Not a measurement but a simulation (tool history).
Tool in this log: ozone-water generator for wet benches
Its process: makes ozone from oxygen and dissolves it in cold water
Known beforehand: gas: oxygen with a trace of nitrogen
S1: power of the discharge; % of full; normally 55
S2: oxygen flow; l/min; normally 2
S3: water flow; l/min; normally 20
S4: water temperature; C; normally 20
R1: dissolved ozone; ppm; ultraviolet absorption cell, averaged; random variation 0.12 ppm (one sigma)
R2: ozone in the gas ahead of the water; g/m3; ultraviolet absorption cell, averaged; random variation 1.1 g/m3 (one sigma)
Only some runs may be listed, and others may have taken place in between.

run    hour  S1    S2  S3  S4    R1     R2
  1       0  55     2  20  20  12.1    201
  2     139  55     2  20  20  12.4  199.8
  3   231.8  55     2  20  13  12.7  199.7
  4   312.6  55     2  20  13  13.1  201.1
  5   419.5  55     2  20  13  12.7  200.8
  6   525.4  55     2  20  13  12.7  198.8
  7     656  64     2  20  13  14.1  217.6
  8   752.1  55     2  20  12  12.8  198.8
  9   929.5  55     2  20  20  12.2  198.1
 10  1117.2  55  1.95  20  20  12.2    201
     1134.4  -- contactor cleaned
 11  1268.8  55  1.95  23  20  10.4    201
 12  1446.4  62  3.23  20  17  15.7  180.8
 13  1557.8  55     2  20  17  12.5  200.6
 14  1637.2  55     2  20  17  12.6  200.1
 15  1813.5  55     2  20  17  12.2  200.2
 16  1961.4  63     2  18  15  15.5  216.6

For run 17, what comes out?
 17  2149.6  44  1.12  31  13   ?   ?

Run 17 came out at R1 5.1 ppm, R2 218.7 g/m3.
Minus the tool's unlogged condition, the same run would have read R1 5.1 ppm, R2 219 g/m3.
